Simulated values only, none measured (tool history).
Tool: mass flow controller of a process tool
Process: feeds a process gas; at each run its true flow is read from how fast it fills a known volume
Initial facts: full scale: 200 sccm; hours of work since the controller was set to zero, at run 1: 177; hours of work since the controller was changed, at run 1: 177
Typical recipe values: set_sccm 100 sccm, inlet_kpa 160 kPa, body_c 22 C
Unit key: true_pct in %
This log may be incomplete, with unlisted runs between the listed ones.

run,hour,set_sccm,inlet_kpa,body_c,hours of work since the controller was set to zero,hours of work since the controller was changed,true_pct
1,0,100,160,22,177,177,99.85
2,130.3,100,160,22,258,258,99.85
3,216.6,100,160,22,312,312,99.7
4,373.2,100,160,22,409,409,99.54
5,572.6,100,160,22,533,533,99.57
6,686,100,160,22,603,603,99.44
7,808.3,100,160,22,679,679,99.35
8,967.7,100,160,22,778,778,99.41
9,1133,100,160,22,881,881,99.22
10,1226.5,100,160,22,939,939,99.12
11,1388.1,100,160,22,1039,1039,98.95
12,1593.2,100,160,22,1167,1167,98.93
13,1677.9,100,160,22,1219,1219,98.94
14,1761.9,100,160,22,1271,1271,98.75
15,1883.4,100,160,22,1347,1347,98.68
16,2044.2,100,160,22,1447,1447,98.6
17,2236.9,100,160,22,1566,1566,98.48
18,2384.8,100,160,22,1658,1658,98.48
19,2494.4,64,160,22,1726,1726,98.32
20,2674.7,64,160,22,1838,1838,98.2
21,2814.7,100,160,22,1925,1925,98.15
22,2976.7,100,160,22,2026,2026,98.22
23,3062,100,160,22,2079,2079,98.05
24,3249.5,100,160,22,2195,2195,97.97
25,3413.4,66,223,21,2297,2297,98.01
26,3514.9,122,191,25,2360,2360,97.73
27,3694.8,49,176,25,2472,2472,97.49
28,3858.2,49,176,22,2573,2573,97.44
29,4045.8,24,160,22,2689,2689,97.27
30,4176,24,160,22,2770,2770,97.18
31,4340.7,24,160,22,2873,2873,97.27
32,4424.7,138,160,29,2925,2925,96.77
33,4509,138,160,29,2977,2977,96.78
34,4664.8,71,141,22,3074,3074,96.89
35,4804.2,100,160,27,3160,3160,96.77
# hour 4891.8: gauge calibrated
36,4961.8,100,160,39,3258,3258,98.5
37,5086,75,160,24,3335,3335,99.69
38,5187.3,75,160,24,3398,3398,99.43
39,5335.6,75,160,24,3490,3490,99.44
40,5498.4,29,171,22,3591,3591,99.28
41,5648.5,29,171,22,3685,3685,99.41
42,5739.1,100,143,31,3741,3741,98.72
43,5834.3,28,143,31,3800,3800,98.45
44,5999.4,178,244,22,3902,3902,99.68
45,6141.3,178,226,34,3991,3991,98.66
46,6252.4,178,205,23,4059,4059,99.34
47,6431.4,127,248,23,4171,4171,99.24

Selected run-to-run steps in true_pct, each split into two signed amounts: the part the tool would show with no hidden state at all (from settings, incoming material and random variation), and the remainder, which goes to the hidden state together with any gauge scatter not common to the measured and the hidden-state-free results:
The tool's hidden condition here consists of: flow at rest that the sensor doesn't see, % of full scale; true flow over the shown one, %; drift of the gauge itself on true_pct, %.
Run 4 -> 5: nothing adjusted, nothing logged. true_pct +0.03 %: hidden state -0.12, all else +0.15.
Run 35 -> 36: body_c 27 -> 39, gauge calibrated. true_pct +1.73 %: hidden state +2.83, all else -1.1.
Run 36 -> 37: set_sccm 100 -> 75, body_c 39 -> 24. true_pct +1.19 %: hidden state -0.07, all else +1.26.
Run 43 -> 44: set_sccm 28 -> 178, inlet_kpa 143 -> 244, body_c 31 -> 22. true_pct +1.23 %: hidden state -0.13, all else +1.36.
